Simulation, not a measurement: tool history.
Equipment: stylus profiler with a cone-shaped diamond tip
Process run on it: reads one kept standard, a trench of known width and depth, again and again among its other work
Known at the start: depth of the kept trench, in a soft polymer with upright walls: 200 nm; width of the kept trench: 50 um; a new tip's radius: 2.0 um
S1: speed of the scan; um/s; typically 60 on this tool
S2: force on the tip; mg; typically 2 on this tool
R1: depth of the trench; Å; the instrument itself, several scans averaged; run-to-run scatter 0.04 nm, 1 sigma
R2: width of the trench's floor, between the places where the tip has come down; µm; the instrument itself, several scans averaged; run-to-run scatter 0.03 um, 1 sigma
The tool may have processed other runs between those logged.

{"run": 1, "hour": 0.0, "S1": 60, "S2": 2, "R1": 2007.8, "R2": 47.49}
{"run": 2, "hour": 48.3, "S1": 60, "S2": 0.97, "R1": 2003.7, "R2": 47.37}
{"run": 3, "hour": 84.7, "S1": 60, "S2": 2, "R1": 2007.6, "R2": 47.51}
{"run": 4, "hour": 114.7, "S1": 60, "S2": 2, "R1": 2007, "R2": 47.48}
{"hour": 117.4, "done": "height scale calibrated on a step standard"}
{"run": 5, "hour": 140.4, "S1": 60, "S2": 2, "R1": 2007.1, "R2": 47.47}
{"run": 6, "hour": 172.8, "S1": 60, "S2": 2, "R1": 2006.9, "R2": 47.49}
{"run": 7, "hour": 215.0, "S1": 84, "S2": 2.09, "R1": 2007.7, "R2": 47.35}
{"run": 8, "hour": 235.3, "S1": 84, "S2": 2.09, "R1": 2007, "R2": 47.3}
{"run": 9, "hour": 282.7, "S1": 84, "S2": 5.12, "R1": 2016.3, "R2": 47.43}
{"run": 10, "hour": 305.5, "S1": 84, "S2": 5.12, "R1": 2016.4, "R2": 47.47}
{"run": 11, "hour": 328.3, "S1": 179, "S2": 3.07, "R1": 2011.3, "R2": 46.98}
{"run": 12, "hour": 372.2, "S1": 179, "S2": 5.3, "R1": 2017.3, "R2": 47.1}

Here are 5 independent what-if runs from the current tool condition. What would each one return?
{"hour": 388.2, "done": "height scale calibrated on a step standard, once more"}
{"run": "A", "hour": 419.8, "S1": 171, "S2": 0.69, "R1": "?", "R2": "?"}
{"hour": 388.2, "done": "height scale calibrated on a step standard, once more"}
{"run": "B", "hour": 419.8, "S1": 165, "S2": 1.19, "R1": "?", "R2": "?"}
{"hour": 388.2, "done": "height scale calibrated on a step standard, once more"}
{"run": "C", "hour": 419.8, "S1": 47, "S2": 2.68, "R1": "?", "R2": "?"}
{"hour": 388.2, "done": "height scale calibrated on a step standard, once more"}
{"run": "D", "hour": 419.8, "S1": 21, "S2": 0.74, "R1": "?", "R2": "?"}
{"hour": 388.2, "done": "height scale calibrated on a step standard, once more"}
{"run": "E", "hour": 419.8, "S1": 162, "S2": 2.28, "R1": "?", "R2": "?"}

run=A R1=2004.3 R2=46.18
run=B R1=2007.2 R2=46.52
run=C R1=2012.8 R2=47.55
run=D R1=2005.2 R2=47.56
run=E R1=2012 R2=46.92
With the hidden condition removed and each run's random variation left untouched, the same runs would have given:
run=A R1=2005.4 R2=46.69
run=B R1=2008.3 R2=47.02
run=C R1=2014 R2=48.05
run=D R1=2006.4 R2=48.07
run=E R1=2013.2 R2=47.43

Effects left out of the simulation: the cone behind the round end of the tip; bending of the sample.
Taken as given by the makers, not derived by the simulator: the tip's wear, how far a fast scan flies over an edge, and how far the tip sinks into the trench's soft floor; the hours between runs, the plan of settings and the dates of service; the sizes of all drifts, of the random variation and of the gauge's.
